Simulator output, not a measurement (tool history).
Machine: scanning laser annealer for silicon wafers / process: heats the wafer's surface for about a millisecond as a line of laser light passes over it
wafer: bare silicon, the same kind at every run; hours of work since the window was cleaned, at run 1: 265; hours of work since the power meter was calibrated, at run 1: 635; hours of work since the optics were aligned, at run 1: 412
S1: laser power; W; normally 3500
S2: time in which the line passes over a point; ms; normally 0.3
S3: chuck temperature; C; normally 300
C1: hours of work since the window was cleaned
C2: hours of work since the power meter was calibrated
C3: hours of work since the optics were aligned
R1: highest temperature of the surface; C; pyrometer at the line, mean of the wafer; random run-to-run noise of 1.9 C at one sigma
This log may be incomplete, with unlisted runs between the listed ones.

run 1 hour=0 | S1=3500 S2=0.3 S3=300 | C1=265 C2=635 C3=412 | R1=1110
run 2 hour=40 | S1=3500 S2=0.3 S3=300 | C1=285 C2=655 C3=432 | R1=1110
run 3 hour=70.4 | S1=3500 S2=0.3 S3=300 | C1=300 C2=670 C3=447 | R1=1107
run 4 hour=124.7 | S1=3500 S2=0.3 S3=300 | C1=327 C2=697 C3=474 | R1=1105
run 5 hour=159.8 | S1=3500 S2=0.3 S3=300 | C1=345 C2=715 C3=492 | R1=1106
-- hour=171.8 window over the wafer cleaned
run 6 hour=203.1 | S1=3500 S2=0.3 S3=300 | C1=16 C2=735 C3=512 | R1=1095
run 7 hour=266.6 | S1=3500 S2=0.3 S3=300 | C1=47 C2=767 C3=544 | R1=1092
-- hour=285.8 window over the wafer cleaned, once more
run 8 hour=313 | S1=3462 S2=0.3 S3=300 | C1=14 C2=789 C3=566 | R1=1112
run 9 hour=373.9 | S1=3462 S2=0.3 S3=300 | C1=44 C2=819 C3=596 | R1=1110
run 10 hour=413.6 | S1=3462 S2=0.3 S3=300 | C1=64 C2=839 C3=616 | R1=1111
run 11 hour=445.7 | S1=3462 S2=0.3 S3=300 | C1=80 C2=855 C3=632 | R1=1107
run 12 hour=507.1 | S1=3462 S2=0.3 S3=310 | C1=110 C2=885 C3=663 | R1=1115
run 13 hour=535.7 | S1=3500 S2=0.3 S3=300 | C1=124 C2=900 C3=677 | R1=1117
run 14 hour=576.3 | S1=3500 S2=0.3 S3=300 | C1=145 C2=920 C3=697 | R1=1115
run 15 hour=631.8 | S1=3500 S2=0.297 S3=300 | C1=172 C2=948 C3=725 | R1=1106
run 16 hour=697.2 | S1=3500 S2=0.3 S3=300 | C1=205 C2=980 C3=757 | R1=1107
run 17 hour=762.7 | S1=3500 S2=0.3 S3=300 | C1=237 C2=1013 C3=790 | R1=1106
run 18 hour=796.5 | S1=3500 S2=0.3 S3=300 | C1=254 C2=1030 C3=807 | R1=1107
run 19 hour=839.7 | S1=3500 S2=0.3 S3=300 | C1=276 C2=1051 C3=828 | R1=1106
run 20 hour=903.3 | S1=3500 S2=0.3 S3=300 | C1=307 C2=1083 C3=860 | R1=1100
run 21 hour=959.8 | S1=3500 S2=0.3 S3=300 | C1=336 C2=1111 C3=888 | R1=1105
-- hour=990.6 window over the wafer cleaned
run 22 hour=1019.6 | S1=3500 S2=0.244 S3=264 | C1=14 C2=1140 C3=917 | R1=1008
run 23 hour=1064.8 | S1=3254 S2=0.3 S3=299 | C1=37 C2=1162 C3=939 | R1=1050
run 24 hour=1116.6 | S1=3730 S2=0.351 S3=267 | C1=63 C2=1188 C3=965 | R1=1223
run 25 hour=1176.6 | S1=3730 S2=0.351 S3=267 | C1=93 C2=1218 C3=995 | R1=1219
run 26 hour=1246 | S1=3500 S2=0.3 S3=330 | C1=127 C2=1252 C3=1029 | R1=1143
run 27 hour=1297.3 | S1=3531 S2=0.3 S3=300 | C1=153 C2=1278 C3=1055 | R1=1122

Run 28, settings as shown, results not yet in. Your forecast:
run 28 hour=1329.2 | S1=3251 S2=0.232 S3=318 | C1=169 C2=1294 C3=1071 | R1=?

R1: 975 C
Were there no unlogged condition in the tool, this run, its random variation unchanged, would have produced R1 991 C.
